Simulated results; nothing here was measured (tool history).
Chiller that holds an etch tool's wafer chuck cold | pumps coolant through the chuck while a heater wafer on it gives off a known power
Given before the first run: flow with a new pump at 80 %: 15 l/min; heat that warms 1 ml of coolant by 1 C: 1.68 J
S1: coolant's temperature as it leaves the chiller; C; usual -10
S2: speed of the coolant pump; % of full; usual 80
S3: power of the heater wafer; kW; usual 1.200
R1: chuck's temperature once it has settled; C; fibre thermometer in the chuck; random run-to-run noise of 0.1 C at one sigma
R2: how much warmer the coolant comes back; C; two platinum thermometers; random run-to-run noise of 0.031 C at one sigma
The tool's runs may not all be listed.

run	hour	S1	S2	S3	R1	R2
1	0.0	-10	80	1.200	-0.6	3.00
2	114.2	-10	80	1.200	-0.6	3.06
3	246.2	-10	80	1.200	-0.4	3.03
4	316.8	-10	94	1.200	-1.7	2.53
5	390.7	-10	80	1.200	-0.6	3.07
6	473.1	-10	80	1.394	1.2	3.58
7	563.7	-10	80	1.394	1.0	3.56
8	670.6	-10	80	1.546	2.3	3.91
9	798.1	-13	63	1.540	2.4	5.10
10	922.9	-13	63	1.540	2.4	5.08

Below are 3 alternative next runs, each starting from the tool's condition after run 10. Predict each:
A	1039.2	-8	63	0.975	?	?
B	1039.2	-13	75	1.540	?	?
C	1039.2	-1	64	0.687	?	?

run	R1	R2
A	1.7	3.25
B	0.5	4.24
C	5.9	2.23
Without the tool's hidden state the same runs would have given:
run	R1	R2
A	0.5	3.04
B	-1.0	3.97
C	4.9	2.09

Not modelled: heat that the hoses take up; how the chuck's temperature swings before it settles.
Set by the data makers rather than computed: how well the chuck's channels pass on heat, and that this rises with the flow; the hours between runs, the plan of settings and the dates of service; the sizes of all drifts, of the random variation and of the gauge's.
